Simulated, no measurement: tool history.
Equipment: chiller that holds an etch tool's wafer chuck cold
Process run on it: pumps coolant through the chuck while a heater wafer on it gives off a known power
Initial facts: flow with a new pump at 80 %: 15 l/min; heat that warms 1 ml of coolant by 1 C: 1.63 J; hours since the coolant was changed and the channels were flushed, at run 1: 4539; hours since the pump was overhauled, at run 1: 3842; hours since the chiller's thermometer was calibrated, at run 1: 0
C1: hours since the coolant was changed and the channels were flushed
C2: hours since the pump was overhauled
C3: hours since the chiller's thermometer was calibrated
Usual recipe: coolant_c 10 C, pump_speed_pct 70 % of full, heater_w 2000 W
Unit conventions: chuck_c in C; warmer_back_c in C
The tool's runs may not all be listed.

{"run": 1, "hour": 0.0, "coolant_c": 10, "pump_speed_pct": 70, "heater_w": 2000, "C1": 4539, "C2": 3842, "C3": 0, "chuck_c": 28.5, "warmer_back_c": 5.82}
{"run": 2, "hour": 55.3, "coolant_c": 10, "pump_speed_pct": 70, "heater_w": 2000, "C1": 4595, "C2": 3898, "C3": 55, "chuck_c": 28.5, "warmer_back_c": 5.79}
{"run": 3, "hour": 117.9, "coolant_c": 10, "pump_speed_pct": 70, "heater_w": 2000, "C1": 4657, "C2": 3960, "C3": 118, "chuck_c": 28.5, "warmer_back_c": 5.76}
{"run": 4, "hour": 218.6, "coolant_c": 10, "pump_speed_pct": 70, "heater_w": 2000, "C1": 4758, "C2": 4061, "C3": 219, "chuck_c": 28.6, "warmer_back_c": 5.78}
{"run": 5, "hour": 285.6, "coolant_c": 10, "pump_speed_pct": 70, "heater_w": 2000, "C1": 4825, "C2": 4128, "C3": 286, "chuck_c": 28.5, "warmer_back_c": 5.82}
{"run": 6, "hour": 345.8, "coolant_c": 10, "pump_speed_pct": 70, "heater_w": 2000, "C1": 4885, "C2": 4188, "C3": 346, "chuck_c": 28.7, "warmer_back_c": 5.81}
{"run": 7, "hour": 454.0, "coolant_c": 10, "pump_speed_pct": 70, "heater_w": 2000, "C1": 4993, "C2": 4296, "C3": 454, "chuck_c": 28.5, "warmer_back_c": 5.85}
{"run": 8, "hour": 523.5, "coolant_c": 10, "pump_speed_pct": 70, "heater_w": 2000, "C1": 5063, "C2": 4366, "C3": 524, "chuck_c": 28.5, "warmer_back_c": 5.86}
{"run": 9, "hour": 636.3, "coolant_c": 10, "pump_speed_pct": 70, "heater_w": 2000, "C1": 5176, "C2": 4479, "C3": 636, "chuck_c": 28.5, "warmer_back_c": 5.96}
{"run": 10, "hour": 748.8, "coolant_c": 10, "pump_speed_pct": 70, "heater_w": 2000, "C1": 5288, "C2": 4591, "C3": 749, "chuck_c": 28.5, "warmer_back_c": 6.0}
{"run": 11, "hour": 849.1, "coolant_c": 10, "pump_speed_pct": 70, "heater_w": 2000, "C1": 5389, "C2": 4691, "C3": 849, "chuck_c": 28.5, "warmer_back_c": 6.03}
{"run": 12, "hour": 938.1, "coolant_c": 10, "pump_speed_pct": 70, "heater_w": 2000, "C1": 5477, "C2": 4780, "C3": 938, "chuck_c": 28.7, "warmer_back_c": 6.01}
{"run": 13, "hour": 1013.7, "coolant_c": 10, "pump_speed_pct": 68, "heater_w": 2000, "C1": 5553, "C2": 4856, "C3": 1014, "chuck_c": 29.1, "warmer_back_c": 6.23}
{"run": 14, "hour": 1105.4, "coolant_c": 3, "pump_speed_pct": 70, "heater_w": 2000, "C1": 5645, "C2": 4948, "C3": 1105, "chuck_c": 21.6, "warmer_back_c": 6.03}
{"run": 15, "hour": 1213.7, "coolant_c": 3, "pump_speed_pct": 70, "heater_w": 2000, "C1": 5753, "C2": 5056, "C3": 1214, "chuck_c": 21.6, "warmer_back_c": 6.05}
{"run": 16, "hour": 1283.0, "coolant_c": 3, "pump_speed_pct": 70, "heater_w": 2000, "C1": 5822, "C2": 5125, "C3": 1283, "chuck_c": 21.8, "warmer_back_c": 6.13}
{"run": 17, "hour": 1351.9, "coolant_c": 3, "pump_speed_pct": 70, "heater_w": 2000, "C1": 5891, "C2": 5194, "C3": 1352, "chuck_c": 21.5, "warmer_back_c": 6.09}
{"run": 18, "hour": 1468.3, "coolant_c": 3, "pump_speed_pct": 70, "heater_w": 2000, "C1": 6008, "C2": 5311, "C3": 1468, "chuck_c": 21.6, "warmer_back_c": 6.15}
{"hour": 1537.7, "done": "gauge calibrated"}
{"run": 19, "hour": 1551.4, "coolant_c": 18, "pump_speed_pct": 79, "heater_w": 1340, "C1": 6091, "C2": 5394, "C3": 1551, "chuck_c": 29.2, "warmer_back_c": 3.36}
{"run": 20, "hour": 1607.7, "coolant_c": 18, "pump_speed_pct": 79, "heater_w": 2009, "C1": 6147, "C2": 5450, "C3": 1608, "chuck_c": 34.8, "warmer_back_c": 5.02}
{"run": 21, "hour": 1703.2, "coolant_c": 19, "pump_speed_pct": 77, "heater_w": 2387, "C1": 6243, "C2": 5546, "C3": 1703, "chuck_c": 39.2, "warmer_back_c": 6.18}
{"run": 22, "hour": 1764.2, "coolant_c": 4, "pump_speed_pct": 95, "heater_w": 2475, "C1": 6304, "C2": 5607, "C3": 1764, "chuck_c": 21.7, "warmer_back_c": 5.11}
{"run": 23, "hour": 1865.7, "coolant_c": 4, "pump_speed_pct": 95, "heater_w": 1076, "C1": 6405, "C2": 5708, "C3": 1866, "chuck_c": 11.8, "warmer_back_c": 2.25}
{"run": 24, "hour": 1930.6, "coolant_c": 12, "pump_speed_pct": 61, "heater_w": 1253, "C1": 6470, "C2": 5773, "C3": 1931, "chuck_c": 25.1, "warmer_back_c": 4.32}
{"run": 25, "hour": 1982.4, "coolant_c": 15, "pump_speed_pct": 70, "heater_w": 1093, "C1": 6522, "C2": 5825, "C3": 1982, "chuck_c": 25.3, "warmer_back_c": 3.25}
{"run": 26, "hour": 2062.5, "coolant_c": 10, "pump_speed_pct": 63, "heater_w": 1912, "C1": 6602, "C2": 5905, "C3": 2062, "chuck_c": 29.5, "warmer_back_c": 6.35}
{"run": 27, "hour": 2176.7, "coolant_c": 12, "pump_speed_pct": 86, "heater_w": 1203, "C1": 6716, "C2": 6019, "C3": 2177, "chuck_c": 21.4, "warmer_back_c": 2.9}
{"run": 28, "hour": 2244.8, "coolant_c": 14, "pump_speed_pct": 87, "heater_w": 1203, "C1": 6784, "C2": 6087, "C3": 2245, "chuck_c": 23.2, "warmer_back_c": 2.88}
{"run": 29, "hour": 2301.4, "coolant_c": 14, "pump_speed_pct": 87, "heater_w": 1203, "C1": 6841, "C2": 6144, "C3": 2301, "chuck_c": 23.3, "warmer_back_c": 2.96}
{"run": 30, "hour": 2374.9, "coolant_c": 15, "pump_speed_pct": 70, "heater_w": 2000, "C1": 6914, "C2": 6217, "C3": 2375, "chuck_c": 33.6, "warmer_back_c": 6.04}
{"run": 31, "hour": 2454.2, "coolant_c": 15, "pump_speed_pct": 70, "heater_w": 2000, "C1": 6994, "C2": 6297, "C3": 2454, "chuck_c": 33.6, "warmer_back_c": 6.0}
{"run": 32, "hour": 2556.2, "coolant_c": 10, "pump_speed_pct": 94, "heater_w": 1404, "C1": 7096, "C2": 6399, "C3": 2556, "chuck_c": 20.0, "warmer_back_c": 3.17}
{"run": 33, "hour": 2665.3, "coolant_c": 3, "pump_speed_pct": 89, "heater_w": 2000, "C1": 7205, "C2": 6508, "C3": 2665, "chuck_c": 18.0, "warmer_back_c": 4.69}

Forecast each of these 3 alternatives for the next run:
{"run": "A", "hour": 2739.6, "coolant_c": 18, "pump_speed_pct": 95, "heater_w": 2225, "C1": 7279, "C2": 6582, "C3": 2740, "chuck_c": "?", "warmer_back_c": "?"}
{"run": "B", "hour": 2739.6, "coolant_c": 7, "pump_speed_pct": 76, "heater_w": 2000, "C1": 7279, "C2": 6582, "C3": 2740, "chuck_c": "?", "warmer_back_c": "?"}
{"run": "C", "hour": 2739.6, "coolant_c": 6, "pump_speed_pct": 70, "heater_w": 2000, "C1": 7279, "C2": 6582, "C3": 2740, "chuck_c": "?", "warmer_back_c": "?"}

run=A chuck_c=34.0 warmer_back_c=4.94
run=B chuck_c=24.3 warmer_back_c=5.57
run=C chuck_c=24.8 warmer_back_c=6.10
Without the tool's hidden state the same runs would have given:
run=A chuck_c=34.0 warmer_back_c=4.56
run=B chuck_c=24.3 warmer_back_c=5.20
run=C chuck_c=24.8 warmer_back_c=5.72
